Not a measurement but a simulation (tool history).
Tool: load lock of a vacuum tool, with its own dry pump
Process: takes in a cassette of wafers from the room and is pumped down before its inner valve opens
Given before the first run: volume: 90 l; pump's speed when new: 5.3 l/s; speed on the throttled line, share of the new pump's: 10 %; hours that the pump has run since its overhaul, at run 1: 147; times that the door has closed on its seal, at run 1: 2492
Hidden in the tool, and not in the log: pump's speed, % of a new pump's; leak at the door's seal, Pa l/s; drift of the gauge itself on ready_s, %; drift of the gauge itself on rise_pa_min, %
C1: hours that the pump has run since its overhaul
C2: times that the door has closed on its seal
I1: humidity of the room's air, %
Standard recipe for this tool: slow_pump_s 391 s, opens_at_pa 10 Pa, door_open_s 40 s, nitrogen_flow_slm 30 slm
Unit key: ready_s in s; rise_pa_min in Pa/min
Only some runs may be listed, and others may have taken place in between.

Run 1, hour 0.0: usual settings; C1 147; C2 2492; I1 42.1. Result: ready_s 507.1 s, rise_pa_min 0.031 Pa/min.
Run 2, hour 93.9: usual settings but door_open_s 181 s; C1 241; C2 2675; I1 46.1. Result: ready_s 512.6 s, rise_pa_min 0.043 Pa/min.
Run 3, hour 172.5: usual settings but door_open_s 181 s; C1 320; C2 2828; I1 45.5. Result: ready_s 507.5 s, rise_pa_min 0.047 Pa/min.
Run 4, hour 342.4: usual settings; C1 489; C2 3158; I1 44.2. Result: ready_s 511.6 s, rise_pa_min 0.034 Pa/min.
Run 5, hour 442.9: usual settings; C1 590; C2 3354; I1 47.3. Result: ready_s 514.3 s, rise_pa_min 0.045 Pa/min.
Run 6, hour 537.7: usual settings; C1 685; C2 3538; I1 43.9. Result: ready_s 504.8 s, rise_pa_min 0.046 Pa/min.
Run 7, hour 630.3: usual settings but opens_at_pa 8 Pa; C1 777; C2 3719; I1 42.8. Result: ready_s 512.5 s, rise_pa_min 0.046 Pa/min.
Run 8, hour 795.1: usual settings but opens_at_pa 8 Pa; C1 942; C2 4040; I1 46.2. Result: ready_s 516.9 s, rise_pa_min 0.053 Pa/min.
Run 9, hour 884.1: usual settings but opens_at_pa 8 Pa; C1 1031; C2 4213; I1 46.3. Result: ready_s 517.7 s, rise_pa_min 0.052 Pa/min.
Run 10, hour 970.3: usual settings but opens_at_pa 16 Pa; C1 1117; C2 4381; I1 42.5. Result: ready_s 503.2 s, rise_pa_min 0.056 Pa/min.
Run 11, hour 1110.2: usual settings but opens_at_pa 16 Pa; C1 1257; C2 4653; I1 44.0. Result: ready_s 504.4 s, rise_pa_min 0.056 Pa/min.
Run 12, hour 1224.2: usual settings but opens_at_pa 16 Pa; C1 1371; C2 4875; I1 46.2. Result: ready_s 507.3 s, rise_pa_min 0.064 Pa/min.
Run 13, hour 1387.8: usual settings but opens_at_pa 16 Pa; C1 1535; C2 5193; I1 46.5. Result: ready_s 506.8 s, rise_pa_min 0.068 Pa/min.
Run 14, hour 1493.0: usual settings but opens_at_pa 16 Pa; C1 1640; C2 5398; I1 45.1. Result: ready_s 506.6 s, rise_pa_min 0.071 Pa/min.
Run 15, hour 1672.3: usual settings but opens_at_pa 16 Pa; C1 1819; C2 5747; I1 44.2. Result: ready_s 505.1 s, rise_pa_min 0.075 Pa/min.
Run 16, hour 1809.9: usual settings but opens_at_pa 16 Pa; C1 1957; C2 6015; I1 46.7. Result: ready_s 498.6 s, rise_pa_min 0.081 Pa/min.
Run 17, hour 1915.5: usual settings but slow_pump_s 419 s, opens_at_pa 17 Pa, door_open_s 35 s, nitrogen_flow_slm 11 slm; C1 2063; C2 6221; I1 45.9. Result: ready_s 526.0 s, rise_pa_min 0.089 Pa/min.
Run 18, hour 2034.9: usual settings but opens_at_pa 17 Pa; C1 2182; C2 6453; I1 45.2. Result: ready_s 506.3 s, rise_pa_min 0.088 Pa/min.
Run 19, hour 2122.0: usual settings but opens_at_pa 17 Pa, door_open_s 58 s, nitrogen_flow_slm 41 slm; C1 2269; C2 6623; I1 46.3. Result: ready_s 503.3 s, rise_pa_min 0.090 Pa/min.
Run 20, hour 2224.3: usual settings but opens_at_pa 12 Pa, door_open_s 58 s, nitrogen_flow_slm 11 slm; C1 2371; C2 6822; I1 47.0. Result: ready_s 511.0 s, rise_pa_min 0.097 Pa/min.
Run 21, hour 2373.0: usual settings but slow_pump_s 222 s, opens_at_pa 12 Pa, door_open_s 58 s, nitrogen_flow_slm 5 slm; C1 2520; C2 7111; I1 45.2. Result: ready_s 352.6 s, rise_pa_min 0.113 Pa/min.
Run 22, hour 2480.9: usual settings but slow_pump_s 222 s, opens_at_pa 12 Pa, door_open_s 58 s, nitrogen_flow_slm 5 slm; C1 2628; C2 7321; I1 48.0. Result: ready_s 360.1 s, rise_pa_min 0.114 Pa/min.
Run 23, hour 2576.3: usual settings but slow_pump_s 660 s, opens_at_pa 12 Pa, door_open_s 58 s, nitrogen_flow_slm 5 slm; C1 2723; C2 7507; I1 43.5. Result: ready_s 748.9 s, rise_pa_min 0.119 Pa/min.

Same runs, no hidden state in the tool, same run-to-run variation:
run  ready_s  rise_pa_min
  1    506.4        0.006
  2    511.8        0.016
  3    506.5        0.019
  4    510.3        0.003
  5    512.9        0.010
  6    503.2        0.009
  7    510.7        0.008
  8    514.8        0.010
  9    515.5        0.006
 10    501.1        0.009
 11    502.1        0.006
 12    504.8        0.011
 13    504.0        0.009
 14    503.7        0.010
 15    501.8        0.010
 16    495.2        0.011
 17    522.5        0.016
 18    502.5        0.012
 19    499.4        0.010
 20    506.7        0.015
 21    347.5        0.024
 22    354.6        0.024
 23    745.2        0.024
